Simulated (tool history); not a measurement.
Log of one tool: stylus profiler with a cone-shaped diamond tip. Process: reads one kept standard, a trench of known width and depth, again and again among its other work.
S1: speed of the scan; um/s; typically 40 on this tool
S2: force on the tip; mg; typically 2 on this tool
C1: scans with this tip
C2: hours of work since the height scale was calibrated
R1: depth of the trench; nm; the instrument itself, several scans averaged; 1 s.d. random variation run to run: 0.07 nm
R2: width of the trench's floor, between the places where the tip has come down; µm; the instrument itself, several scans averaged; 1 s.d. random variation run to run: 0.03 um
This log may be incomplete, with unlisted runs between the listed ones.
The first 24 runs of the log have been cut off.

run	hour	S1	S2	C1	C2	R1	R2
25	1579	12	2.16	18516	1596	203.52	27.49
26	1651.6	12	1.23	18795	1647	202.83	27.38
27	1753.5	34	0.7	19186	1720	202.43	27.32
28	1809.1	104	1.67	19399	1759	203.23	27.11
# hour 1816.8: height scale calibrated on a step standard
29	1885	40	1.74	19689	48	202.11	27.24
30	1981.3	58	2.4	20059	116	202.67	27.2
31	2025.3	43	1.09	20228	148	201.63	27.23
# hour 2049.3: new tip fitted, height scale calibrated
32	2078	43	1.09	110	20	201.54	28.1
33	2171.4	68	0.74	469	86	201.43	27.96
34	2262	30	2	817	151	202.41	28.2
35	2332.5	158	5.93	1088	200	204.69	27.97
36	2376.4	34	5.93	1257	232	204.82	28.25
37	2456.8	34	5.93	1565	288	204.84	28.18
38	2525	119	1.29	1827	337	201.97	27.81
39	2574.7	31	1.3	2018	372	202.03	28.06
40	2615.9	11	2.81	2176	401	203.1	28.12
41	2683.1	11	2.81	2434	449	203.09	28.16
42	2751.3	11	2.22	2696	497	202.83	28.08
43	2825.8	11	3.41	2982	550	203.63	28.07
44	2902.3	11	3.41	3276	604	203.64	28.1
45	2960	133	2.85	3498	645	203.25	27.77
46	3026.2	15	1.06	3752	691	202.07	27.93

Branching from run 46: 4 alternative next runs. What would each branch give?
A	3106.3	18	1.66	4059	748	?	?
B	3106.3	147	1.19	4059	748	?	?
C	3106.3	102	0.97	4059	748	?	?
D	3106.3	41	0.68	4059	748	?	?

run	R1	R2
A	202.35	28.07
B	202.16	27.58
C	201.91	27.67
D	201.73	27.9
Without the tool's hidden state the same runs would have given:
run	R1	R2
A	201.72	28.25
B	201.53	27.77
C	201.28	27.86
D	201.1	28.09
